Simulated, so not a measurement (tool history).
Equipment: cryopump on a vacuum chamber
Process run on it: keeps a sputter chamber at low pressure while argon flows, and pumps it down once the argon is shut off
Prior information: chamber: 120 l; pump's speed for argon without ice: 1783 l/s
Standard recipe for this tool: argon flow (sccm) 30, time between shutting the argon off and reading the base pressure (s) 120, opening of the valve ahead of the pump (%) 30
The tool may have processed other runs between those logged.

run   hour  argon flow (sccm)  time between shutting the argon off and reading the base pressure (s)  opening of the valve ahead of the pump (%)  pressure while argon flows (Pa)  pressure after the wait (uPa)
  1    0.0                 30                                                                    120                                          30                           0.0964                           0.85
  2   29.4                 30                                                                    120                                          30                           0.0957                           0.80
  3   59.7                 30                                                                    120                                          30                           0.0961                           0.82
  4   78.1                 30                                                                    120                                          30                           0.0963                           0.82
  5   97.6                 30                                                                    120                                          30                           0.0973                           0.88
  6  121.8                 30                                                                    120                                          30                           0.0958                           0.82
  7  156.9                 35                                                                    120                                          30                           0.1138                           0.90
  8  182.3                 35                                                                    120                                          30                           0.1139                           0.84
  9  203.3                 30                                                                    120                                          46                           0.0636                           0.90
 10  230.8                 30                                                                    120                                          46                           0.0635                           0.90
 11  248.9                 36                                                                     89                                          30                           0.1164                           1.12
 12  267.8                 28                                                                     43                                          16                           0.1682                           1.87
 13  299.8                 28                                                                     43                                          16                           0.1685                           1.86
 14  323.9                 28                                                                     32                                          20                           0.1358                           2.44
 15  338.7                 20                                                                     57                                          56                           0.0359                           1.51
 16  370.7                 20                                                                     57                                          56                           0.0363                           1.56
 17  401.9                 39                                                                     34                                          16                           0.2351                           2.34
 18  425.5                 39                                                                     34                                          16                           0.2348                           2.35

Here are 4 independent what-if runs from the current tool condition. What would each one return?
  A  453.1                 14                                                                    123                                          16                                ?                              ?
  B  453.1                 13                                                                     39                                          23                                ?                              ?
  C  453.1                 23                                                                    103                                          53                                ?                              ?
  D  453.1                 55                                                                    129                                          41                                ?                              ?

run  pressure while argon flows (Pa)  pressure after the wait (uPa)
  A                           0.0853                           0.95
  B                           0.0558                           2.09
  C                           0.0433                           1.10
  D                           0.1334                           0.98
Take away the tool's hidden state, keep each run's random variation, and the runs would have read:
run  pressure while argon flows (Pa)  pressure after the wait (uPa)
  A                           0.0835                           0.66
  B                           0.0542                           1.79
  C                           0.0405                           0.80
  D                           0.1266                           0.68
